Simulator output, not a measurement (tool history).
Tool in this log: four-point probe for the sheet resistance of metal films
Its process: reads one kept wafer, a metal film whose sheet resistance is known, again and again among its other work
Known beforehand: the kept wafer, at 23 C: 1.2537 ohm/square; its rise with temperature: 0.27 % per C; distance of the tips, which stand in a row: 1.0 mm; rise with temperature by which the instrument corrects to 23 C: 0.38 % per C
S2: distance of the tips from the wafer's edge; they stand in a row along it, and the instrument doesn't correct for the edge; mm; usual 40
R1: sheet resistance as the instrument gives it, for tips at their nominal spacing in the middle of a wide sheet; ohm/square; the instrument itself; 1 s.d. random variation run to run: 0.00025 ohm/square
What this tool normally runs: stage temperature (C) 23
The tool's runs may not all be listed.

run 1 hour=0 | stage_temperature_(C)=23 S2=40 | R1=1.254332
run 2 hour=58.2 | stage_temperature_(C)=23 S2=40 | R1=1.253429
run 3 hour=147.9 | stage_temperature_(C)=23 S2=40 | R1=1.254086
run 4 hour=205.2 | stage_temperature_(C)=23 S2=40 | R1=1.254349
run 5 hour=269.9 | stage_temperature_(C)=23 S2=40 | R1=1.253745
run 6 hour=352.6 | stage_temperature_(C)=23 S2=40 | R1=1.254356
run 7 hour=405.2 | stage_temperature_(C)=23 S2=13 | R1=1.257847
-- hour=452 stage's thermometer calibrated
run 8 hour=466.3 | stage_temperature_(C)=23 S2=13 | R1=1.258195
run 9 hour=523.6 | stage_temperature_(C)=23 S2=4 | R1=1.29478
run 10 hour=603.3 | stage_temperature_(C)=35 S2=3 | R1=1.307539
run 11 hour=681.5 | stage_temperature_(C)=35 S2=3 | R1=1.307892
run 12 hour=722.9 | stage_temperature_(C)=26 S2=8 | R1=1.260058
run 13 hour=773.8 | stage_temperature_(C)=26 S2=8 | R1=1.260119
run 14 hour=857.9 | stage_temperature_(C)=26 S2=60 | R1=1.250265
run 15 hour=933.6 | stage_temperature_(C)=28 S2=68 | R1=1.24698
run 16 hour=995.2 | stage_temperature_(C)=25 S2=36 | R1=1.251462
run 17 hour=1068.2 | stage_temperature_(C)=34 S2=27 | R1=1.240048
run 18 hour=1151.9 | stage_temperature_(C)=32 S2=70 | R1=1.241716

Predict each of these 3 candidate next runs independently; none follows another, all start after run 18:
run A hour=1200.9 | stage_temperature_(C)=21 S2=40 | R1=?
run B hour=1200.9 | stage_temperature_(C)=23 S2=45 | R1=?
run C hour=1200.9 | stage_temperature_(C)=32 S2=13 | R1=?

run=A R1=1.256803
run=B R1=1.254094
run=C R1=1.245728
Without the tool's hidden state the same runs would have given:
run=A R1=1.256708
run=B R1=1.253998
run=C R1=1.245633
